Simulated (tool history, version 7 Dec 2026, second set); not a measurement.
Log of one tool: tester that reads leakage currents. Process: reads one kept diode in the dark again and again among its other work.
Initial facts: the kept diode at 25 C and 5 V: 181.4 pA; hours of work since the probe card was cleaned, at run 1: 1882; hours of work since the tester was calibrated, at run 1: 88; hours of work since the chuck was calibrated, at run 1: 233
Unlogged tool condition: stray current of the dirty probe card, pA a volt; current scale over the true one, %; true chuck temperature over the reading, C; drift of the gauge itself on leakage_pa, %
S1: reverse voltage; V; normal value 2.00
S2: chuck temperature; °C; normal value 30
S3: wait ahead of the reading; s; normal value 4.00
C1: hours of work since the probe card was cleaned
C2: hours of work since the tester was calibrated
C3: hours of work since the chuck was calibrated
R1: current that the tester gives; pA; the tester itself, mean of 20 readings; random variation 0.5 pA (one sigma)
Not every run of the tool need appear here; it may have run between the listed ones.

Run 1, day 0.000: usual settings; C1 1882; C2 88; C3 233. Result: R1 156.82 pA.
Run 2, day 4.304: usual settings but S2 23 °C; C1 1955; C2 161; C3 307. Result: R1 84.20 pA.
Run 3, day 8.750: usual settings but S2 23 °C; C1 2031; C2 237; C3 383. Result: R1 82.64 pA.
Run 4, day 15.071: usual settings but S2 32 °C; C1 2139; C2 345; C3 490. Result: R1 175.07 pA.
Run 5, day 19.592: usual settings but S2 32 °C, S3 2.84 s; C1 2216; C2 422; C3 567. Result: R1 171.90 pA.
At day 22.142: chuck's temperature calibrated.
Run 6, day 24.917: usual settings but S2 39 °C, S3 2.84 s; C1 2306; C2 512; C3 47. Result: R1 353.37 pA.
At day 29.892: probe card cleaned and baked.
Run 7, day 29.892: usual settings but S2 39 °C, S3 2.84 s; C1 0; C2 594; C3 130. Result: R1 343.28 pA.
Run 8, day 35.696: usual settings but S2 39 °C, S3 2.84 s; C1 99; C2 693; C3 229. Result: R1 334.04 pA.
Run 9, day 38.433: usual settings but S2 39 °C, S3 2.84 s; C1 146; C2 740; C3 276. Result: R1 330.16 pA.
Run 10, day 43.979: usual settings but S2 39 °C, S3 2.84 s; C1 240; C2 834; C3 370. Result: R1 323.20 pA.
Run 11, day 47.188: usual settings but S2 39 °C, S3 2.84 s; C1 295; C2 889; C3 425. Result: R1 318.40 pA.
Run 12, day 52.046: usual settings but S2 39 °C, S3 2.84 s; C1 378; C2 972; C3 508. Result: R1 312.27 pA.
Run 13, day 56.583: usual settings but S2 39 °C, S3 2.84 s; C1 455; C2 1049; C3 585. Result: R1 307.40 pA.
At day 58.112: chuck's temperature calibrated.
Run 14, day 60.279: usual settings; C1 517; C2 1111; C3 37. Result: R1 160.30 pA.
Run 15, day 65.262: usual settings but S2 31 °C; C1 602; C2 1196; C3 122. Result: R1 170.48 pA.
Run 16, day 71.483: usual settings but S2 31 °C; C1 708; C2 1302; C3 228. Result: R1 166.37 pA.
Run 17, day 75.883: usual settings; C1 783; C2 1377; C3 303. Result: R1 151.76 pA.
Run 18, day 80.462: usual settings; C1 861; C2 1455; C3 381. Result: R1 147.74 pA.
Run 19, day 86.304: usual settings but S3 0.61 s; C1 961; C2 1555; C3 481. Result: R1 144.68 pA.
Run 20, day 92.179: usual settings but S1 2.45 V, S3 3.76 s; C1 1061; C2 1655; C3 581. Result: R1 159.37 pA.
At day 94.008: chuck's temperature calibrated.
Run 21, day 97.675: usual settings but S1 1.12 V, S2 40 °C, S3 0.45 s; C1 1153; C2 1747; C3 63. Result: R1 264.79 pA.
Run 22, day 104.000: usual settings but S1 1.12 V, S2 36 °C, S3 0.45 s; C1 1261; C2 1855; C3 170. Result: R1 186.43 pA.
Run 23, day 106.633: usual settings but S1 3.77 V, S2 24 °C, S3 3.21 s; C1 1306; C2 1900; C3 215. Result: R1 136.76 pA.
Run 24, day 109.646: usual settings but S1 3.77 V, S2 24 °C, S3 3.21 s; C1 1357; C2 1951; C3 267. Result: R1 134.84 pA.
Run 25, day 115.342: usual settings but S1 11.34 V, S2 24 °C, S3 2.12 s; C1 1454; C2 2049; C3 364. Result: R1 260.17 pA.
Run 26, day 121.375: usual settings but S1 11.34 V, S2 24 °C, S3 2.12 s; C1 1557; C2 2151; C3 467. Result: R1 253.65 pA.
Run 27, day 127.196: usual settings but S1 11.34 V, S2 24 °C, S3 2.12 s; C1 1656; C2 2251; C3 566. Result: R1 247.88 pA.
At day 129.717: chuck's temperature calibrated.
Run 28, day 130.596: usual settings but S1 4.94 V; C1 1713; C2 2307; C3 15. Result: R1 282.81 pA.
Run 29, day 135.742: usual settings but S1 4.94 V, S2 22 °C; C1 1801; C2 2395; C3 103. Result: R1 140.90 pA.
Run 30, day 139.454: usual settings but S1 3.90 V, S2 49 °C, S3 1.22 s; C1 1864; C2 2458; C3 166. Result: R1 1090.65 pA.
Run 31, day 145.346: usual settings but S1 3.90 V, S2 35 °C, S3 1.22 s; C1 1965; C2 2559; C3 267. Result: R1 352.39 pA.
Run 32, day 149.271: usual settings but S1 3.90 V, S2 35 °C, S3 1.22 s; C1 2031; C2 2626; C3 333. Result: R1 347.30 pA.
Run 33, day 154.150: usual settings but S1 5.68 V, S2 51 °C, S3 1.22 s; C1 2115; C2 2709; C3 417. Result: R1 1505.55 pA.
Run 34, day 158.138: usual settings but S1 8.07 V, S2 37 °C; C1 2183; C2 2777; C3 485. Result: R1 613.89 pA.
Run 35, day 163.471: usual settings but S1 1.25 V, S2 22 °C, S3 9.98 s; C1 2274; C2 2868; C3 576. Result: R1 54.45 pA.
At day 165.583: chuck's temperature calibrated.
Run 36, day 166.162: usual settings but S1 1.25 V, S2 22 °C, S3 9.98 s; C1 2318; C2 2912; C3 10. Result: R1 64.15 pA.
At day 170.325: probe card cleaned and baked.
Run 37, day 172.038: usual settings but S1 2.18 V, S2 41 °C, S3 4.42 s; C1 29; C2 3010; C3 108. Result: R1 424.47 pA.
Run 38, day 178.375: usual settings but S1 2.18 V, S2 41 °C, S3 4.42 s; C1 137; C2 3118; C3 216. Result: R1 413.05 pA.

Measured less the same run without the tool's hidden state. The same run-to-run variation is in both; the gauge's scatter may not be:
run       R1
  1    -7.19
  2    -3.95
  3    -5.57
  4   -20.38
  5   -23.95
  6    +3.18
  7    -8.12
  8   -16.47
  9   -19.73
 10   -26.93
 11   -31.16
 12   -37.96
 13   -43.66
 14    -3.99
 15    -7.65
 16   -11.81
 17   -13.59
 18   -16.34
 19   -19.94
 20   -25.90
 21    -5.40
 22    -8.43
 23    -4.35
 24    -5.93
 25   -11.26
 26   -16.88
 27   -21.69
 28    +2.91
 29    +2.63
 30   -53.44
 31   -22.10
 32   -27.80
 33  -160.83
 34   -67.45
 35    -6.70
 36    +3.36
 37    -8.09
 38   -18.65
